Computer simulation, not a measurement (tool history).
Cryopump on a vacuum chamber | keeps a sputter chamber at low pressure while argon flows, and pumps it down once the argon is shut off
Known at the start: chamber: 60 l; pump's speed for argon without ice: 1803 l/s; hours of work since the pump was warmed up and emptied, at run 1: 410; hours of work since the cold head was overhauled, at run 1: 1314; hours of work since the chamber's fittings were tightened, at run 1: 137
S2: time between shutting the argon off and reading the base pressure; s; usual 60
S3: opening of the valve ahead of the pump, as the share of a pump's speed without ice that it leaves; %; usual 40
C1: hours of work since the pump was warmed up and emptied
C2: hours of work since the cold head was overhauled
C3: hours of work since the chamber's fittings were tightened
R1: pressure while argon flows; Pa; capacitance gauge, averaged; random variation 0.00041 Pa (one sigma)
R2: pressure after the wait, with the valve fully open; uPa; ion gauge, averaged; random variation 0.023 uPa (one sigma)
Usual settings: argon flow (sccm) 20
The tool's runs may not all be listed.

Run 1, hour 0.0: usual settings; C1 410; C2 1314; C3 137. Result: R1 0.0503 Pa, R2 1.03 uPa.
Run 2, hour 53.6: usual settings; C1 432; C2 1335; C3 159. Result: R1 0.0498 Pa, R2 0.99 uPa.
Run 3, hour 123.0: usual settings; C1 460; C2 1363; C3 186. Result: R1 0.0504 Pa, R2 1.02 uPa.
Run 4, hour 190.8: usual settings but S3 45 %; C1 487; C2 1390; C3 213. Result: R1 0.0446 Pa, R2 1.10 uPa.
Run 5, hour 295.3: usual settings but argon flow (sccm) 10; C1 529; C2 1432; C3 255. Result: R1 0.0249 Pa, R2 1.14 uPa.
Run 6, hour 365.2: usual settings but argon flow (sccm) 10; C1 557; C2 1460; C3 283. Result: R1 0.0253 Pa, R2 1.22 uPa.
Run 7, hour 413.9: usual settings but S2 142 s; C1 576; C2 1479; C3 303. Result: R1 0.0509 Pa, R2 0.92 uPa.
Run 8, hour 472.7: usual settings; C1 600; C2 1503; C3 326. Result: R1 0.0513 Pa, R2 1.31 uPa.
Run 9, hour 544.3: usual settings; C1 628; C2 1532; C3 355. Result: R1 0.0516 Pa, R2 1.36 uPa.
Run 10, hour 592.2: usual settings; C1 647; C2 1551; C3 374. Result: R1 0.0515 Pa, R2 1.41 uPa.
Run 11, hour 690.2: usual settings; C1 687; C2 1590; C3 413. Result: R1 0.0513 Pa, R2 1.42 uPa.
Run 12, hour 743.5: usual settings; C1 708; C2 1611; C3 435. Result: R1 0.0524 Pa, R2 1.49 uPa.
Run 13, hour 831.9: usual settings but argon flow (sccm) 12, S3 16 %; C1 743; C2 1647; C3 470. Result: R1 0.0737 Pa, R2 1.51 uPa.
Run 14, hour 915.0: usual settings but argon flow (sccm) 16, S3 16 %; C1 777; C2 1680; C3 503. Result: R1 0.0984 Pa, R2 1.64 uPa.
Run 15, hour 1008.1: usual settings but argon flow (sccm) 18, S3 19 %; C1 814; C2 1717; C3 541. Result: R1 0.0945 Pa, R2 1.61 uPa.
Run 16, hour 1113.0: usual settings but S2 21 s; C1 856; C2 1759; C3 583. Result: R1 0.0525 Pa, R2 2.87 uPa.
Run 17, hour 1182.1: usual settings but argon flow (sccm) 14, S2 94 s, S3 30 %; C1 884; C2 1787; C3 610. Result: R1 0.0479 Pa, R2 1.56 uPa.
At hour 1226.6: pump warmed up, emptied and cooled again.
Run 18, hour 1254.0: usual settings but S2 75 s; C1 11; C2 1814; C3 637. Result: R1 0.0477 Pa, R2 1.46 uPa.
Run 19, hour 1344.8: usual settings but argon flow (sccm) 12, S2 270 s, S3 50 %; C1 47; C2 1850; C3 674. Result: R1 0.0226 Pa, R2 1.13 uPa.
Run 20, hour 1412.3: usual settings but argon flow (sccm) 12, S2 22 s, S3 50 %; C1 74; C2 1877; C3 701. Result: R1 0.0226 Pa, R2 2.67 uPa.
Run 21, hour 1473.1: usual settings but argon flow (sccm) 12, S2 22 s, S3 37 %; C1 99; C2 1901; C3 725. Result: R1 0.0306 Pa, R2 2.64 uPa.
Run 22, hour 1530.9: usual settings but argon flow (sccm) 17, S2 164 s, S3 19 %; C1 122; C2 1925; C3 748. Result: R1 0.0851 Pa, R2 1.31 uPa.
Run 23, hour 1593.3: usual settings but argon flow (sccm) 9; C1 147; C2 1950; C3 773. Result: R1 0.0215 Pa, R2 1.74 uPa.

How the hidden state differs across the entries between the runs, from the last listed run before each to the first after it:
Between runs 17 and 18: pump warmed up, emptied and cooled again (hour 1226.6)
  pump's speed, % of a pump's without ice: 75.6 -> 99.7; cold plate's temperature, K: 12.9 -> 12.91; leak into the chamber, uPa l/s: 1591 -> 1644
  measured less the result without the state, R1: +0.0045 -> +0.0004 Pa; R2: +1.04 -> +0.78 uPa
